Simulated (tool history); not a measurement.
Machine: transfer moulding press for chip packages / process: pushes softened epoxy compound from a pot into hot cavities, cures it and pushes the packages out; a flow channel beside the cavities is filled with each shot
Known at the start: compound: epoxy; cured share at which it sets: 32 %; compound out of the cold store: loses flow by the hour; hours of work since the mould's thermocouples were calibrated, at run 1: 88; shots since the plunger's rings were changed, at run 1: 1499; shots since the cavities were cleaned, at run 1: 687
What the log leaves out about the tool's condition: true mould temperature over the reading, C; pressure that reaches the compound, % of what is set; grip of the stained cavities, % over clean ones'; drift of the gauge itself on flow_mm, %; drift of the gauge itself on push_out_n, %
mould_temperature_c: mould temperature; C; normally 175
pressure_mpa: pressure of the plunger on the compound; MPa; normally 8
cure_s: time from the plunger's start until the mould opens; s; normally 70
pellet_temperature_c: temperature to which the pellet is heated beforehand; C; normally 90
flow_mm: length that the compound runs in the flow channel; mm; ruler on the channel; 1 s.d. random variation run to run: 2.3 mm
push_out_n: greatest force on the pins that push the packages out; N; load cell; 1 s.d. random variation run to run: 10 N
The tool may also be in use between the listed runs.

| run | hour | mould_temperature_c | pressure_mpa | cure_s | pellet_temperature_c | hours of work since the mould's thermocouples were calibrated | shots since the plunger's rings were changed | shots since the cavities were cleaned | incoming compound's hours out of the cold store | flow_mm | push_out_n |
|---|---|---|---|---|---|---|---|---|---|---|---|
| 1 | 0 | 175 | 8 | 70 | 90 | 88 | 1499 | 687 | 17 | 674 | 877 |
| 2 | 9.4 | 175 | 8.14 | 70 | 90 | 92 | 1586 | 774 | 39.4 | 598 | 862 |
| 3 | 18.9 | 175 | 8.14 | 70 | 90 | 96 | 1673 | 861 | 40.2 | 594 | 852 |
| 4 | 31.9 | 175 | 8.14 | 70 | 90 | 101 | 1793 | 981 | 31.9 | 623 | 934 |
|  | 40.4 | cavities cleaned with cleaning compound and waxed |
| 5 | 42.6 | 175 | 8.14 | 70 | 90 | 105 | 1878 | 20 | 17.5 | 674 | 491 |
| 6 | 57.4 | 175 | 8 | 70 | 90 | 111 | 2014 | 156 | 33.5 | 604 | 595 |
| 7 | 63.7 | 175 | 8 | 70 | 90 | 114 | 2072 | 214 | 32.4 | 614 | 625 |
| 8 | 70.7 | 175 | 8 | 52 | 90 | 117 | 2137 | 279 | 38.3 | 592 | 1088 |
| 9 | 83.7 | 175 | 8 | 52 | 90 | 122 | 2257 | 399 | 43.3 | 571 | 1183 |
| 10 | 97.3 | 175 | 8 | 70 | 90 | 128 | 2382 | 524 | 35.7 | 597 | 782 |
| 11 | 109.4 | 175 | 8 | 58 | 90 | 133 | 2495 | 637 | 39.4 | 581 | 1073 |
| 12 | 122.5 | 175 | 8 | 58 | 90 | 138 | 2615 | 757 | 22.9 | 639 | 1183 |
| 13 | 136.9 | 175 | 8 | 58 | 90 | 144 | 2749 | 891 | 38.8 | 579 | 1142 |
| 14 | 150 | 175 | 8 | 58 | 90 | 150 | 2869 | 1011 | 33.9 | 601 | 1212 |
|  | 154.5 | cavities cleaned with cleaning compound and waxed |
|  | 164.4 | plunger's sealing rings changed |
| 15 | 168.2 | 175 | 8 | 102 | 90 | 156 | 35 | 103 | 35 | 621 | 490 |
| 16 | 175.2 | 175 | 9.4 | 102 | 81 | 159 | 100 | 168 | 15.8 | 751 | 524 |
| 17 | 188 | 175 | 9.4 | 102 | 81 | 164 | 218 | 286 | 31.9 | 688 | 575 |
| 18 | 194.4 | 175 | 9.87 | 102 | 81 | 166 | 277 | 345 | 47.1 | 646 | 620 |
| 19 | 208.4 | 180 | 6.5 | 99 | 90 | 172 | 406 | 474 | 23.1 | 581 | 658 |
| 20 | 218.4 | 171 | 8.36 | 70 | 90 | 176 | 499 | 567 | 8.2 | 752 | 1032 |
| 21 | 233.2 | 178 | 6.18 | 68 | 99 | 183 | 635 | 703 | 35.6 | 531 | 785 |
| 22 | 243 | 178 | 6.18 | 68 | 99 | 187 | 725 | 793 | 27.6 | 552 | 794 |
| 23 | 253.9 | 178 | 6.18 | 68 | 99 | 191 | 826 | 894 | 8.5 | 617 | 854 |
| 24 | 265.9 | 178 | 6.18 | 68 | 99 | 196 | 937 | 1005 | 45.8 | 499 | 861 |
|  | 271 | cavities cleaned with cleaning compound and waxed |
| 25 | 273.5 | 169 | 6.26 | 61 | 99 | 199 | 993 | 23 | 24.9 | 592 | 966 |
| 26 | 279.5 | 180 | 8 | 60 | 90 | 201 | 1049 | 79 | 12.5 | 679 | 545 |
| 27 | 291.4 | 175 | 9.7 | 102 | 95 | 206 | 1158 | 188 | 16.2 | 745 | 555 |
| 28 | 299.2 | 175 | 8 | 70 | 100 | 209 | 1230 | 260 | 38.6 | 592 | 644 |
| 29 | 308.4 | 170 | 8 | 72 | 86 | 213 | 1315 | 345 | 34.7 | 627 | 855 |
| 30 | 317.1 | 170 | 9.27 | 62 | 96 | 217 | 1395 | 425 | 41.4 | 653 | 1163 |

3 ways to go on from here, each from the tool as it stands after run 30. What would each give?
| A | 326.2 | 172 | 9.27 | 84 | 96 | 221 | 1480 | 510 | 38.5 | ? | ? |
| B | 326.2 | 170 | 9.27 | 55 | 96 | 221 | 1480 | 510 | 19 | ? | ? |
| C | 326.2 | 170 | 9.27 | 62 | 83 | 221 | 1480 | 510 | 12.1 | ? | ? |

| run | flow_mm | push_out_n |
|---|---|---|
| A | 652 | 724 |
| B | 731 | 1753 |
| C | 768 | 1436 |
What these runs would have given with no unlogged condition in the tool:
| run | flow_mm | push_out_n |
|---|---|---|
| A | 667 | 453 |
| B | 748 | 1108 |
| C | 786 | 911 |
